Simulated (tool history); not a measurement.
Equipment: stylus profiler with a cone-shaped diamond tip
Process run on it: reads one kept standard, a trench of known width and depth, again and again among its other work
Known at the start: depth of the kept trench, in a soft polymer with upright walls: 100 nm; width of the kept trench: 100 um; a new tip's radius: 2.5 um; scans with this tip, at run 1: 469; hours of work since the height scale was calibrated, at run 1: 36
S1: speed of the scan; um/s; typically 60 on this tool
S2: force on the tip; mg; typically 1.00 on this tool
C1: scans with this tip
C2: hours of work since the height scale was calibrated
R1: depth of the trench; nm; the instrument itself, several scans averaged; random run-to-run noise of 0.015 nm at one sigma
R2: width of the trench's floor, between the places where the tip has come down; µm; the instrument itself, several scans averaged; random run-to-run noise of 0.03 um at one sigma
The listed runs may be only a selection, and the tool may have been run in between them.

run,hour,S1,S2,C1,C2,R1,R2
1,0.0,60,1.00,469,36,100.47,98.18
2,47.3,60,1.00,876,68,100.44,98.17
3,81.8,60,1.00,1175,91,100.45,98.16
4,116.8,60,1.00,1477,114,100.46,98.15
5,149.0,60,1.00,1754,135,100.43,98.11
6,202.2,60,1.00,2213,171,100.43,98.16
7,254.9,60,1.00,2668,206,100.43,98.15
8,290.8,60,0.69,2978,230,100.31,98.04
9,330.4,60,1.00,3319,256,100.46,98.06
10,388.6,60,1.00,3821,295,100.42,98.04
11,435.1,60,1.00,4222,325,100.40,98.08
12,500.0,60,1.98,4782,369,100.68,98.13
13,541.8,60,1.24,5143,396,100.47,98.03
14,612.5,60,1.24,5753,443,100.50,98.01
15,654.7,60,1.24,6116,471,100.46,97.99
16,693.0,60,1.24,6446,497,100.45,97.99
17,758.3,60,1.24,7010,540,100.48,97.96
18,804.7,60,1.18,7410,571,100.43,97.92
19,883.2,60,1.18,8087,623,100.43,97.90
20,941.0,23,0.92,8586,662,100.34,98.15
21,975.8,27,1.43,8886,685,100.51,98.11
# hour 982.1: height scale calibrated on a step standard
22,1010.3,27,1.43,9179,19,100.50,98.09
23,1052.3,27,1.43,9542,47,100.49,98.03
24,1126.0,27,1.70,10178,96,100.54,98.12
25,1161.6,27,1.70,10484,119,100.54,98.00
26,1239.5,117,1.14,11157,171,100.39,97.49
# hour 1268.6: new tip fitted, height scale calibrated
# hour 1273.7: height scale calibrated on a step standard, once more
27,1273.7,117,1.14,40,0,100.55,97.96
28,1335.4,117,1.14,572,41,100.52,97.94
29,1406.2,117,1.14,1183,88,100.53,97.87
30,1455.5,154,0.93,1608,121,100.46,97.62
31,1517.8,46,1.38,2146,162,100.60,98.24
32,1565.9,46,1.38,2560,194,100.59,98.24

Predict the results of run 33:
33,1601.8,96,0.77,2870,218,?,?

R1: 100.38 nm
R2: 97.79 µm
Had the tool carried no hidden state, the very same run would have given R1 100.39 nm, R2 97.92 µm.
